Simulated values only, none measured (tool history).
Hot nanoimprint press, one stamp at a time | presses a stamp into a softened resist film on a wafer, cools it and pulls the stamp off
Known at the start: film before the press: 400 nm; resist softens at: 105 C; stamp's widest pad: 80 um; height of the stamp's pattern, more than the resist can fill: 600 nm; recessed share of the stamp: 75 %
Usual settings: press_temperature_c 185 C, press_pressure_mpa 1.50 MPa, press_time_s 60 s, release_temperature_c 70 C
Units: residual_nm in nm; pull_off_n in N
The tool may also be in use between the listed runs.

run,hour,press_temperature_c,press_pressure_mpa,press_time_s,release_temperature_c,residual_nm,pull_off_n
1,0.0,185,1.50,60,70,167.6,165
2,31.7,187,1.50,60,70,157.8,170
3,65.8,187,1.50,60,70,157.9,166
4,96.8,187,1.62,60,70,150.9,165
5,129.7,185,1.35,60,70,178.7,163
6,172.1,185,1.35,60,70,179.0,161
7,199.2,185,1.50,60,75,168.6,138
8,249.9,185,1.50,60,70,168.7,164
9,303.3,179,1.50,60,70,203.7,165
# hour 327.3: plate thermocouple calibrated
10,346.2,185,1.50,60,70,168.5,166
11,380.4,178,1.50,60,70,210.9,165
12,423.7,178,1.50,60,70,210.6,167
13,478.9,178,1.50,60,70,211.0,167
14,525.1,185,1.50,60,70,169.6,163
# hour 558.4: stamp cleaned and given a new release coat
15,558.4,196,1.50,60,70,121.4,163
16,609.1,196,1.50,60,70,121.4,162
17,651.7,185,1.50,93,70,146.7,166
18,690.5,185,1.50,93,70,146.9,158
19,737.1,185,1.50,93,70,147.0,161
20,764.1,190,1.09,68,62,168.9,199
21,795.0,189,1.09,56,62,185.4,204
# hour 829.0: plate thermocouple calibrated
22,836.8,186,2.14,38,62,155.8,202
23,880.3,185,1.50,60,61,170.5,202
24,928.2,173,2.13,60,61,207.2,206
25,964.0,173,2.13,60,61,207.0,212
26,1000.6,173,2.13,108,61,172.2,208
27,1034.1,173,2.13,108,69,172.2,173
28,1060.5,185,1.50,60,65,171.0,189
# hour 1096.1: press's hydraulic seals changed and the load cell set to zero
29,1096.1,185,1.50,60,65,170.9,191
30,1136.9,185,1.50,60,77,171.0,134

3 ways to go on from here, each from the tool as it stands after run 30. What would each give?
A,1187.6,174,1.15,45,77,?,?
B,1187.6,185,1.11,85,70,?,?
C,1187.6,185,1.26,36,69,?,?

run,residual_nm,pull_off_n
A,291.3,134
B,181.8,167
C,221.5,168
Without the tool's hidden state the same runs would have given:
run,residual_nm,pull_off_n
A,285.7,134
B,178.4,166
C,217.3,168
